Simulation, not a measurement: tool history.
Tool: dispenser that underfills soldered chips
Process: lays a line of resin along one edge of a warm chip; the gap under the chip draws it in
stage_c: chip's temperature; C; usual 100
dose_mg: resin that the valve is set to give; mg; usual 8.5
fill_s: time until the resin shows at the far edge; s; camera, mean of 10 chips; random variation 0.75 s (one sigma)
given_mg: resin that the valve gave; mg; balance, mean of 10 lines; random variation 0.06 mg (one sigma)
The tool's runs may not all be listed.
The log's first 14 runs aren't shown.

| run | hour | stage_c | dose_mg | fill_s | given_mg |
|---|---|---|---|---|---|
| 15 | 61.2 | 101 | 8.5 | 97.1 | 8.18 |
| 16 | 66.6 | 100 | 8.06 | 145.3 | 7.72 |
|  | 68.6 | new syringe of resin |
| 17 | 69.8 | 100 | 8.06 | 79 | 7.67 |
| 18 | 74.5 | 100 | 9.63 | 103.1 | 9.14 |
| 19 | 78.3 | 102 | 8.99 | 125.6 | 8.51 |
|  | 81.1 | new syringe of resin |
| 20 | 84 | 100 | 8.5 | 87.2 | 7.95 |
| 21 | 88.4 | 100 | 8.5 | 113.3 | 8.01 |
| 22 | 92.2 | 100 | 8.5 | 151.6 | 7.94 |
|  | 93.9 | new syringe of resin |
| 23 | 98.2 | 87 | 8.5 | 149.6 | 7.84 |
| 24 | 103.3 | 103 | 7.69 | 126.2 | 7.12 |
|  | 106.4 | new syringe of resin |
| 25 | 107.4 | 103 | 7.69 | 71.3 | 7.08 |
| 26 | 110.9 | 109 | 7.28 | 77.1 | 6.75 |
|  | 112.4 | dispensing valve cleaned and set on the balance |
| 27 | 116.9 | 110 | 7.26 | 102.6 | 7.18 |
|  | 119.9 | new syringe of resin |
| 28 | 122.9 | 102 | 10.39 | 81.5 | 10.3 |
| 29 | 126.6 | 102 | 10.39 | 102.7 | 10.27 |
| 30 | 131 | 100 | 9.28 | 149.4 | 9.22 |
|  | 132.6 | new syringe of resin |
| 31 | 136.1 | 100 | 9.28 | 91.4 | 9.11 |
| 32 | 140.7 | 103 | 10.81 | 111 | 10.58 |
|  | 145.4 | new syringe of resin |
| 33 | 146.8 | 90 | 9.7 | 107.2 | 9.55 |
| 34 | 152.5 | 89 | 8.08 | 169.1 | 7.88 |
| 35 | 155.8 | 89 | 8.08 | 209.9 | 7.84 |

5 ways to go on from here, each from the tool as it stands after run 35. What would each give?
|  | 158 | new syringe of resin |
| A | 159.4 | 86 | 8.08 | ? | ? |
|  | 158 | new syringe of resin |
| B | 159.4 | 87 | 9.18 | ? | ? |
|  | 158 | new syringe of resin |
| C | 159.4 | 104 | 9.4 | ? | ? |
|  | 158 | new syringe of resin |
| D | 159.4 | 101 | 10.37 | ? | ? |
|  | 158 | new syringe of resin |
| E | 159.4 | 100 | 8.08 | ? | ? |

| run | fill_s | given_mg |
|---|---|---|
| A | 126.1 | 7.73 |
| B | 118.7 | 8.8 |
| C | 67.2 | 9.1 |
| D | 73.4 | 10.01 |
| E | 77.6 | 7.88 |
Without the tool's hidden state the same runs would have given:
| run | fill_s | given_mg |
|---|---|---|
| A | 110.4 | 8.01 |
| B | 104.3 | 9.12 |
| C | 59.3 | 9.44 |
| D | 64.8 | 10.38 |
| E | 68.1 | 8.16 |

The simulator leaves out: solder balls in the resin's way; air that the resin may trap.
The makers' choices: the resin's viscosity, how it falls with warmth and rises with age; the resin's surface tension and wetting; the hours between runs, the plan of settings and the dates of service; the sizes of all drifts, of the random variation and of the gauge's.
